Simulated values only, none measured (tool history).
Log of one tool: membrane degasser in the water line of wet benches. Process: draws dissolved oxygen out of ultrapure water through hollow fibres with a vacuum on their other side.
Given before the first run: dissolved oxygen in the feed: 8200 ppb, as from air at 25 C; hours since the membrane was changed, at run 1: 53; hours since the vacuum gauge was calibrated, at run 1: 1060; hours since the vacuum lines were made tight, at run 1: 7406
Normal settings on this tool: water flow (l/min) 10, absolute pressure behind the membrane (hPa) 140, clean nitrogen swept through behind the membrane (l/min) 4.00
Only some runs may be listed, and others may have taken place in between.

run,hour,water flow (l/min),absolute pressure behind the membrane (hPa),clean nitrogen swept through behind the membrane (l/min),hours since the membrane was changed,hours since the vacuum gauge was calibrated,hours since the vacuum lines were made tight,dissolved oxygen in the water behind the degasser (ppb),pressure that the water loses in the fibres (hPa)
1,0.0,10,140,4.00,53,1060,7406,73.6,419.0
2,156.0,10,140,3.58,209,1216,7562,81.7,420.1
3,260.0,10,123,4.00,313,1320,7666,62.3,421.1
4,436.4,10,140,2.51,490,1497,7843,113.6,421.5
5,577.1,10,140,2.51,630,1637,7983,112.8,422.6
6,657.9,10,140,2.51,711,1718,8064,114.2,421.6
7,806.9,10,140,2.51,860,1867,8213,113.4,422.3
8,990.5,10,87,2.51,1044,2051,8397,60.4,423.2
9,1085.8,10,87,2.51,1139,2146,8492,60.2,421.8
10,1231.9,10,140,4.00,1285,2292,8638,74.8,421.6
11,1345.5,10,140,4.00,1399,2406,8752,74.0,421.7
12,1526.6,10,140,2.55,1580,2587,8933,113.1,421.5
13,1699.2,10,140,2.55,1752,2760,9105,113.3,425.2
# hour 1716.8: vacuum gauge calibrated
14,1815.4,10,140,2.55,1868,99,9221,113.2,421.8
15,1913.6,10,140,5.95,1966,197,9319,52.0,425.8
16,2013.9,10,140,1.75,2067,297,9420,162.0,423.3
17,2093.1,10,140,1.75,2146,376,9499,161.7,426.5
# hour 2139.0: vacuum gauge calibrated, once more
18,2231.8,8,312,2.57,2284,93,9637,235.3,341.6
19,2325.2,10,140,4.65,2377,186,9730,66.1,423.7
20,2400.7,9,140,2.59,2453,262,9806,102.0,382.5
21,2528.5,9,160,1.67,2581,390,9934,181.6,382.8
22,2684.7,13,242,6.11,2737,546,10090,130.7,551.2
23,2797.7,7,242,6.11,2850,659,10203,68.7,297.4
24,2901.0,9,140,10.08,2953,762,10306,28.3,384.9
25,3051.4,9,140,10.08,3104,912,10457,28.2,385.9
26,3229.3,14,276,4.56,3281,1090,10634,214.4,601.3
27,3368.2,10,140,4.51,3420,1229,10773,68.0,426.9
28,3445.0,7,157,3.73,3497,1306,10850,67.1,300.5
29,3566.1,14,258,6.18,3618,1427,10971,153.4,595.6

What will run 30 give?
30,3695.6,14,132,6.18,3748,1557,11101,?,?

dissolved oxygen in the water behind the degasser (ppb): 80.2
pressure that the water loses in the fibres (hPa): 599.1
On a tool with no hidden condition, and with the same random variation, this run would have come out at dissolved oxygen in the water behind the degasser (ppb) 73.7, pressure that the water loses in the fibres (hPa) 588.9.
